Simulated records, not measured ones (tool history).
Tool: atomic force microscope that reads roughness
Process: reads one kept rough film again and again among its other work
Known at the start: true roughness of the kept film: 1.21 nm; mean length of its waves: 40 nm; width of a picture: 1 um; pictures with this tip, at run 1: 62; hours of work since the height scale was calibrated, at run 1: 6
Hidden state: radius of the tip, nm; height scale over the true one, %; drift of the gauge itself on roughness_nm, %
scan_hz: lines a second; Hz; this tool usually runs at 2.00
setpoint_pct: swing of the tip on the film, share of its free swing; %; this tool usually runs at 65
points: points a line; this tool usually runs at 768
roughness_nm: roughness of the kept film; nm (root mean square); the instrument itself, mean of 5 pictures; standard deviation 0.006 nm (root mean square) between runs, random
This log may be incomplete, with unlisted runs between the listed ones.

run	day	scan_hz	setpoint_pct	points	pictures with this tip	hours of work since the height scale was calibrated	roughness_nm
1	0.000	2.00	65	768	62	6	1.122
2	0.300	2.00	65	768	73	9	1.120
3	0.629	2.00	65	768	85	13	1.105
4	0.933	2.00	65	768	96	16	1.115
5	1.138	2.00	65	768	103	19	1.115
6	1.488	2.00	65	768	116	23	1.097
7	1.746	2.00	65	768	126	26	1.115
8	2.050	2.00	65	768	137	29	1.093
9	2.433	2.00	59	768	151	33	1.114
10	2.821	2.00	59	768	165	38	1.117
11	3.188	2.00	59	768	178	42	1.110
12	3.462	2.00	59	768	189	45	1.108
13	3.746	2.00	59	768	199	48	1.113
# day 4.012: new tip fitted
14	4.104	2.00	65	768	3	52	1.133
15	4.404	2.00	65	768	14	55	1.126
16	4.621	2.00	65	445	22	58	1.108
17	4.817	2.00	65	445	29	60	1.115
18	4.992	2.00	65	445	36	62	1.126
19	5.175	2.00	65	445	42	64	1.117
20	5.504	1.68	59	286	54	68	1.150
21	5.729	2.36	65	273	63	70	1.091
22	6.083	2.36	65	273	75	74	1.095
23	6.429	2.36	65	273	88	78	1.089
24	6.679	2.36	65	273	97	81	1.087
25	7.067	1.09	65	768	111	85	1.138
26	7.258	2.00	65	754	118	88	1.103
27	7.508	2.00	78	754	128	90	1.041
28	7.758	2.00	78	754	137	93	1.035
29	8.025	2.00	78	754	146	96	1.042
30	8.238	3.88	78	327	154	99	0.941
31	8.421	3.88	78	327	161	101	0.933
32	8.625	2.01	76	279	168	103	1.035
33	9.029	1.13	64	326	183	108	1.119
34	9.321	0.91	59	326	194	111	1.128
35	9.617	2.30	72	768	205	114	1.054

What if the next run were any one of these 4? Each begins from the tool's condition after run 35:
# day 9.717: new tip fitted
A	9.883	1.67	65	768	6	117	?
# day 9.717: new tip fitted
B	9.883	2.30	84	860	6	117	?
# day 9.717: new tip fitted
C	9.883	2.93	72	768	6	117	?
# day 9.717: new tip fitted
D	9.883	0.86	71	473	6	117	?

run	roughness_nm
A	1.132
B	0.991
C	1.049
D	1.152
Without the tool's unlogged condition, the same runs would have read:
run	roughness_nm
A	1.135
B	0.993
C	1.052
D	1.155
